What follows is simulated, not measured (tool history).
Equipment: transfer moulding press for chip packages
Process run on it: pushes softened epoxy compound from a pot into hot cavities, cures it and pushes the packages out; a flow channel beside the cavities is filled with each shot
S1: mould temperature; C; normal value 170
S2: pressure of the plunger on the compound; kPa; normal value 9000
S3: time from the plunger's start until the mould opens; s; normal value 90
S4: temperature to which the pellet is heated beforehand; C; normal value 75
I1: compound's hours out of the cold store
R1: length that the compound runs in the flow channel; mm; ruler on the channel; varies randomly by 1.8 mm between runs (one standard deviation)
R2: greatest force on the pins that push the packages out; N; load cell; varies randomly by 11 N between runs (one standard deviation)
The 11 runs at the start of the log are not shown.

| run | hour | S1 | S2 | S3 | S4 | I1 | R1 | R2 |
|---|---|---|---|---|---|---|---|---|
| 12 | 139.6 | 170 | 7780 | 90 | 75 | 13.6 | 819 | 735 |
| 13 | 148.1 | 170 | 7780 | 90 | 84 | 42.3 | 706 | 737 |
| 14 | 165.2 | 170 | 9000 | 90 | 75 | 46.9 | 740 | 784 |
| 15 | 181.2 | 170 | 9000 | 90 | 75 | 46 | 743 | 808 |
|  | 189 | plunger's sealing rings changed |
| 16 | 193.1 | 170 | 9000 | 76 | 82 | 44.1 | 771 | 1057 |
| 17 | 205.2 | 162 | 9940 | 95 | 74 | 19.1 | 956 | 1354 |
|  | 212.5 | cavities cleaned with cleaning compound and waxed |
| 18 | 222.9 | 162 | 9940 | 95 | 74 | 8.3 | 1007 | 921 |
| 19 | 239.7 | 170 | 9000 | 90 | 73 | 14.4 | 898 | 620 |
| 20 | 257.4 | 168 | 9000 | 82 | 75 | 25 | 850 | 877 |
| 21 | 272.1 | 168 | 9000 | 82 | 75 | 15.5 | 900 | 1027 |
| 22 | 287.2 | 171 | 9000 | 70 | 75 | 36.8 | 794 | 1088 |
| 23 | 298.2 | 171 | 9000 | 70 | 75 | 46.3 | 756 | 1112 |
| 24 | 309.5 | 165 | 9490 | 102 | 75 | 31.4 | 857 | 854 |
| 25 | 317.3 | 165 | 7970 | 72 | 84 | 41 | 748 | 1655 |
| 26 | 329.4 | 165 | 10380 | 72 | 68 | 36.5 | 875 | 1882 |
| 27 | 340.4 | 164 | 10010 | 90 | 76 | 31.2 | 885 | 1253 |
|  | 343.9 | cavities cleaned with cleaning compound and waxed |
| 28 | 353.6 | 170 | 9000 | 113 | 75 | 41.3 | 776 | 419 |
| 29 | 368.8 | 170 | 9000 | 113 | 75 | 47.7 | 751 | 494 |
| 30 | 384 | 163 | 9100 | 74 | 71 | 19.9 | 899 | 1611 |

Branching from run 30: 3 alternative next runs. What would each branch give?
| A | 396.8 | 175 | 9100 | 74 | 84 | 36.3 | ? | ? |
| B | 396.8 | 172 | 9100 | 74 | 83 | 46.9 | ? | ? |
| C | 396.8 | 163 | 7990 | 86 | 71 | 19.3 | ? | ? |

| run | R1 | R2 |
|---|---|---|
| A | 786 | 707 |
| B | 751 | 795 |
| C | 840 | 1289 |
Without the tool's unlogged condition, the same runs would have read:
| run | R1 | R2 |
|---|---|---|
| A | 798 | 493 |
| B | 762 | 559 |
| C | 853 | 921 |

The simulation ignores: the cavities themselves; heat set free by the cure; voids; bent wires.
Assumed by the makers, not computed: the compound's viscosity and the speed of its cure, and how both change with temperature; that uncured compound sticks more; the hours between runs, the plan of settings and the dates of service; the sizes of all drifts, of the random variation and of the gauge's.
